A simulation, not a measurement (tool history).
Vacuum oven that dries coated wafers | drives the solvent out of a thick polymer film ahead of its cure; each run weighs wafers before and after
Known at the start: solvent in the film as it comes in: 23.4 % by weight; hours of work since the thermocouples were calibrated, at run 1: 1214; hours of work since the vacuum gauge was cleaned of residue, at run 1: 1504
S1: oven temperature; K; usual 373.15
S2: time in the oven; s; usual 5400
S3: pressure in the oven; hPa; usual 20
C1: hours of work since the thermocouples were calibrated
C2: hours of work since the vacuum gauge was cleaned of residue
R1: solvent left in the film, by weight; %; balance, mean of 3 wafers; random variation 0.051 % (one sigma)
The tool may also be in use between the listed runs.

run 1 day=0 | S1=373.15 S2=5400 S3=20 | C1=1214 C2=1504 | R1=5.04
run 2 day=2.396 | S1=373.15 S2=4680 S3=20 | C1=1256 C2=1546 | R1=5.64
run 3 day=5.446 | S1=373.15 S2=4680 S3=20 | C1=1309 C2=1600 | R1=5.59
run 4 day=7.475 | S1=373.15 S2=4680 S3=26.8 | C1=1345 C2=1635 | R1=6.19
run 5 day=11.342 | S1=373.15 S2=4680 S3=26.8 | C1=1413 C2=1703 | R1=6.1
run 6 day=14.129 | S1=373.15 S2=5400 S3=20 | C1=1462 C2=1752 | R1=4.91
run 7 day=17.304 | S1=373.15 S2=5400 S3=11.6 | C1=1518 C2=1808 | R1=4.17
run 8 day=21.296 | S1=373.15 S2=5400 S3=11.6 | C1=1588 C2=1878 | R1=4.17
run 9 day=23.208 | S1=373.15 S2=5400 S3=11.6 | C1=1621 C2=1912 | R1=4.06
-- day=25.371 oven's thermocouples calibrated
run 10 day=26.575 | S1=388.15 S2=5400 S3=20 | C1=21 C2=1969 | R1=2.14
run 11 day=29.321 | S1=373.15 S2=5400 S3=20 | C1=69 C2=2017 | R1=6.41
run 12 day=31.85 | S1=373.15 S2=5400 S3=20 | C1=114 C2=2062 | R1=6.45
run 13 day=35.283 | S1=373.15 S2=5400 S3=20 | C1=174 C2=2122 | R1=6.41
run 14 day=39.05 | S1=373.15 S2=5400 S3=20 | C1=240 C2=2188 | R1=6.38
run 15 day=42.633 | S1=373.15 S2=5400 S3=20 | C1=303 C2=2251 | R1=6.23
run 16 day=45.421 | S1=373.15 S2=5400 S3=20 | C1=352 C2=2300 | R1=6.23
run 17 day=49.279 | S1=373.15 S2=5400 S3=20 | C1=420 C2=2368 | R1=6.23
run 18 day=52.338 | S1=373.15 S2=5400 S3=14.2 | C1=474 C2=2422 | R1=5.65
run 19 day=55.192 | S1=373.15 S2=5400 S3=14.2 | C1=524 C2=2472 | R1=5.65
run 20 day=57.167 | S1=373.15 S2=5400 S3=14.2 | C1=559 C2=2507 | R1=5.62
run 21 day=60.483 | S1=373.15 S2=5400 S3=14.2 | C1=617 C2=2565 | R1=5.67
run 22 day=62.433 | S1=373.15 S2=5700 S3=20 | C1=651 C2=2599 | R1=5.77
run 23 day=64.479 | S1=373.15 S2=5400 S3=26.7 | C1=687 C2=2635 | R1=6.65
run 24 day=67.696 | S1=373.15 S2=5400 S3=26.7 | C1=744 C2=2692 | R1=6.63
run 25 day=69.629 | S1=373.15 S2=5400 S3=26.7 | C1=778 C2=2726 | R1=6.45
run 26 day=71.792 | S1=383.15 S2=5400 S3=13.4 | C1=815 C2=2764 | R1=2.4
run 27 day=75.392 | S1=385.15 S2=5520 S3=11.3 | C1=879 C2=2827 | R1=1.9
run 28 day=78.921 | S1=388.15 S2=5520 S3=17.3 | C1=941 C2=2889 | R1=1.83
run 29 day=81.683 | S1=388.15 S2=5520 S3=17.3 | C1=989 C2=2937 | R1=1.83
run 30 day=83.508 | S1=373.15 S2=6840 S3=79.8 | C1=1021 C2=2969 | R1=10.14
run 31 day=85.483 | S1=373.15 S2=6840 S3=79.8 | C1=1056 C2=3004 | R1=10.17
-- day=85.846 vacuum gauge cleaned of residue and calibrated
run 32 day=89.4 | S1=360.15 S2=4080 S3=42.4 | C1=1124 C2=62 | R1=15.77

Run 33 comes next. What will it give?
run 33 day=92.562 | S1=380.15 S2=3420 S3=30.3 | C1=1179 C2=118 | R1=?

R1: 6.45 %
Without the tool's hidden state the same run would have given R1 6.06 %.
